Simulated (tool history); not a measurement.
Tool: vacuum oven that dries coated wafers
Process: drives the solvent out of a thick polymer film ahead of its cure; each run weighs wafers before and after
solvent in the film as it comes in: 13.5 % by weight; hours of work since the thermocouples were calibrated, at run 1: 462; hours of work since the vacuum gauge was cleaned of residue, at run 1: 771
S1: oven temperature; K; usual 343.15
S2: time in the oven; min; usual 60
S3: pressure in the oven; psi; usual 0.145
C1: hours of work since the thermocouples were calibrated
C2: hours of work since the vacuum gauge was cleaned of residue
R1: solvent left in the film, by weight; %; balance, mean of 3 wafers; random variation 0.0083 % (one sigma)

run,hour,S1,S2,S3,C1,C2,R1
1,0.0,343.15,60,0.145,462,771,2.120
2,38.4,343.15,60,0.145,487,797,2.128
3,71.8,343.15,60,0.145,509,819,2.112
4,102.2,343.15,60,0.145,530,839,2.117
5,147.3,343.15,60,0.145,560,869,2.120
6,190.2,343.15,60,0.145,588,898,2.115
7,227.6,343.15,60,0.242,613,923,2.586
8,255.1,343.15,89,0.145,631,941,1.346
9,276.0,343.15,60,0.145,645,955,2.099
10,299.1,343.15,60,0.146,661,970,2.120
11,325.6,343.15,60,0.132,678,988,2.057
12,355.0,343.15,60,0.145,698,1008,2.091
13,389.1,343.15,60,0.093,720,1030,1.849
14,412.2,343.15,60,0.365,736,1046,3.164
15,454.7,352.15,60,0.145,764,1074,0.873
16,475.4,352.15,32,0.145,778,1088,1.958
17,516.5,352.15,32,0.145,805,1115,1.964
18,549.3,352.15,32,0.145,827,1137,1.965
19,584.2,343.15,60,0.145,850,1160,2.096
20,613.5,343.15,89,0.145,870,1180,1.341
21,657.9,343.15,89,0.145,899,1209,1.359
22,688.8,347.15,60,0.145,920,1230,1.409
23,729.3,347.15,60,0.145,947,1257,1.403
24,760.3,338.15,64,0.213,967,1277,3.430
25,786.6,338.15,50,0.213,985,1295,4.209
26,808.8,349.15,60,0.084,1000,1310,0.903
27,848.0,335.15,87,0.570,1026,1336,5.662
28,873.5,347.15,60,0.228,1043,1353,1.759
29,920.8,347.15,67,0.228,1074,1384,1.602
30,946.2,347.15,67,0.228,1091,1401,1.604
31,986.0,339.15,37,0.081,1118,1427,4.376
32,1035.1,338.15,44,0.207,1150,1460,4.616
33,1082.5,358.15,41,0.318,1182,1492,1.234
34,1128.5,335.15,42,0.476,1212,1522,6.985
# hour 1140.9: oven's thermocouples calibrated
35,1161.1,343.15,60,0.073,13,1543,1.875
36,1206.9,339.15,47,0.190,44,1573,4.208
37,1240.1,330.15,71,0.158,66,1595,5.268
38,1279.8,343.15,50,0.328,92,1622,3.557
39,1310.7,343.15,49,0.106,113,1642,2.605
40,1355.8,343.15,43,0.408,143,1672,4.377
41,1379.7,347.15,60,0.145,159,1688,1.505
42,1402.1,347.15,60,0.312,174,1703,2.217
43,1449.5,347.15,60,0.312,205,1735,2.225
44,1471.9,353.15,39,0.162,220,1749,1.466
45,1507.0,352.15,45,0.162,244,1773,1.356
46,1549.3,352.15,45,0.162,272,1801,1.357

3 ways to go on from here, each from the tool as it stands after run 46. What would each give?
A,1585.3,343.15,50,0.145,296,1825,?
B,1585.3,343.15,60,0.145,296,1825,?
C,1585.3,352.15,54,0.162,296,1825,?

run,R1
A,2.708
B,2.193
C,1.111
Without the tool's hidden state the same runs would have given:
run,R1
A,2.619
B,2.073
C,0.987

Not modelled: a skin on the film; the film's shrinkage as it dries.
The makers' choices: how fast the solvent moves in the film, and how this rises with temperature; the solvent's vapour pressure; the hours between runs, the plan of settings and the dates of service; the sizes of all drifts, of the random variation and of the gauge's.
